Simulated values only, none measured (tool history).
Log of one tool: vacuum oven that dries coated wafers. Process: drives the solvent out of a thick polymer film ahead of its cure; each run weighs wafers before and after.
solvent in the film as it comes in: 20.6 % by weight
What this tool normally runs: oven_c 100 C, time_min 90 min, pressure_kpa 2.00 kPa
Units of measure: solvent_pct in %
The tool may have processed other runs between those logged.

run,hour,oven_c,time_min,pressure_kpa,solvent_pct
1,0.0,100,90,2.00,2.73
2,60.3,100,148,2.00,2.02
3,154.0,100,90,2.00,2.79
4,200.0,100,103,2.00,2.45
5,252.5,100,103,2.00,2.44
6,336.5,100,50,2.00,4.82
7,399.6,112,137,2.00,1.32
8,486.0,112,137,2.00,1.32
# hour 492.4: oven's thermocouples calibrated
9,579.2,112,137,2.00,1.29
10,648.3,112,137,1.20,0.78
11,742.5,112,137,1.20,0.78

Below are 3 alternative next runs, each starting from the tool's condition after run 11. Predict each:
A,829.5,96,90,5.53,?
B,829.5,95,137,1.20,?
C,829.5,112,155,1.20,?

run,solvent_pct
A,6.89
B,1.83
C,0.77
Stripped of hidden state, with their random variation kept, the same runs would have yielded:
run,solvent_pct
A,7.21
B,1.88
C,0.75

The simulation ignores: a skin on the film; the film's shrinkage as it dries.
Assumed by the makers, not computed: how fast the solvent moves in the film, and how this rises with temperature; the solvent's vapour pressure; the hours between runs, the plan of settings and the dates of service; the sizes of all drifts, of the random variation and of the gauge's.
